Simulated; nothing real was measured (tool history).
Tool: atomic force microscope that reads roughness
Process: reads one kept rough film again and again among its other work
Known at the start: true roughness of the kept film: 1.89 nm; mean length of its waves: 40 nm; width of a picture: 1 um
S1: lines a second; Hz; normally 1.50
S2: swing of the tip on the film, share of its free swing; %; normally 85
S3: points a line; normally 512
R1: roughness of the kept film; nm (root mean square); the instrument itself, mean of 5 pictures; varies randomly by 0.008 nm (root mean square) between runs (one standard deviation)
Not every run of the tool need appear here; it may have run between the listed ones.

Run 1, hour 0.0: usual settings. Result: R1 1.649 nm (root mean square).
Run 2, hour 19.3: usual settings but S3 859. Result: R1 1.654 nm (root mean square).
Run 3, hour 40.2: usual settings but S3 859. Result: R1 1.626 nm (root mean square).
Run 4, hour 63.7: usual settings but S1 1.90 Hz. Result: R1 1.574 nm (root mean square).
At hour 73.9: new tip fitted.
Run 5, hour 75.2: usual settings but S1 1.07 Hz. Result: R1 1.762 nm (root mean square).
Run 6, hour 91.7: usual settings but S1 1.07 Hz, S3 689. Result: R1 1.748 nm (root mean square).
Run 7, hour 115.2: usual settings. Result: R1 1.713 nm (root mean square).
Run 8, hour 136.6: usual settings but S3 900. Result: R1 1.697 nm (root mean square).
Run 9, hour 158.6: usual settings. Result: R1 1.679 nm (root mean square).
Run 10, hour 179.0: usual settings but S3 861. Result: R1 1.669 nm (root mean square).
Run 11, hour 195.8: usual settings but S1 0.99 Hz, S2 83 %, S3 576. Result: R1 1.686 nm (root mean square).
Run 12, hour 209.0: usual settings but S1 0.97 Hz, S2 84 %, S3 369. Result: R1 1.669 nm (root mean square).
Run 13, hour 225.3: usual settings but S2 56 %, S3 415. Result: R1 1.705 nm (root mean square).
Run 14, hour 247.1: usual settings but S1 1.40 Hz, S2 56 %, S3 415. Result: R1 1.671 nm (root mean square).
Run 15, hour 265.5: usual settings but S1 0.80 Hz, S2 66 %, S3 431. Result: R1 1.668 nm (root mean square).
At hour 269.6: new tip fitted.
Run 16, hour 277.5: usual settings but S1 2.55 Hz, S2 63 %, S3 431. Result: R1 1.773 nm (root mean square).
Run 17, hour 296.9: usual settings but S1 2.55 Hz, S2 63 %, S3 431. Result: R1 1.750 nm (root mean square).
Run 18, hour 318.9: usual settings but S1 0.60 Hz, S2 63 %, S3 305. Result: R1 1.763 nm (root mean square).
Run 19, hour 328.7: usual settings but S1 0.60 Hz, S2 63 %, S3 305. Result: R1 1.769 nm (root mean square).
Run 20, hour 344.8: usual settings but S1 0.60 Hz, S3 775. Result: R1 1.759 nm (root mean square).

Some steps in R1 between neighbouring runs. How much of each would the tool show without its hidden state too (settings, what came in, random variation), and how much is left for the hidden state, with any gauge scatter that isn't in both results?
Hidden state at play: radius of the tip, nm; height scale over the true one, %; drift of the gauge itself on roughness_nm, %.
Run 4 -> 5: S1 1.90 -> 1.07, new tip fitted. R1 +0.188 nm (root mean square): hidden state +0.117, all else +0.071.
Run 15 -> 16: S1 0.80 -> 2.55, S2 66 -> 63, new tip fitted. R1 +0.105 nm (root mean square): hidden state +0.140, all else -0.035.
